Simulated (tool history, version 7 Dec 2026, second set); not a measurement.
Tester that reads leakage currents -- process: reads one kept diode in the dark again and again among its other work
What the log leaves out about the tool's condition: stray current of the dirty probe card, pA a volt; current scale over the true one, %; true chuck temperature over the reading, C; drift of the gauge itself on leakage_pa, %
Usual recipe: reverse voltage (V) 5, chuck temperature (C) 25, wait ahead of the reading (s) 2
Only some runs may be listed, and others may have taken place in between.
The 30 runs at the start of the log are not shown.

run	day	reverse voltage (V)	chuck temperature (C)	wait ahead of the reading (s)	hours of work since the probe card was cleaned	hours of work since the tester was calibrated	hours of work since the chuck was calibrated	current that the tester gives (pA)
31	35.721	2.38	25	2	1637	964	1212	22.63
32	36.8	1.12	51	3.4	1655	982	1230	137.85
33	37.512	17.56	50	0.86	1666	994	1242	408.39
34	38.2	5	26	2	1678	1005	1253	36.23
35	39.729	5	34	0.49	1703	1030	1278	67.72
36	40.588	5	29	3.41	1717	1045	1292	44.83
37	41.8	5	29	3.41	1737	1065	1312	44.76
38	43.129	5	29	0.4	1759	1087	1334	47.27
39	44.171	1.88	21	2	1776	1104	1352	14.81
40	45.467	1.88	21	2	1798	1125	1373	14.85
41	46.896	1.88	21	2	1821	1149	1397	14.79

Predict each of these 3 candidate next runs independently; none follows another, all start after run 41:
A	48.321	14.85	55	2	1845	1172	1420	?
B	48.321	1.2	51	4.19	1845	1172	1420	?
C	48.321	5	54	2	1845	1172	1420	?

run	current that the tester gives (pA)
A	551.34
B	140.83
C	320.95
With the hidden condition removed and each run's random variation left untouched, the same runs would have given:
run	current that the tester gives (pA)
A	585.38
B	155.81
C	349.22

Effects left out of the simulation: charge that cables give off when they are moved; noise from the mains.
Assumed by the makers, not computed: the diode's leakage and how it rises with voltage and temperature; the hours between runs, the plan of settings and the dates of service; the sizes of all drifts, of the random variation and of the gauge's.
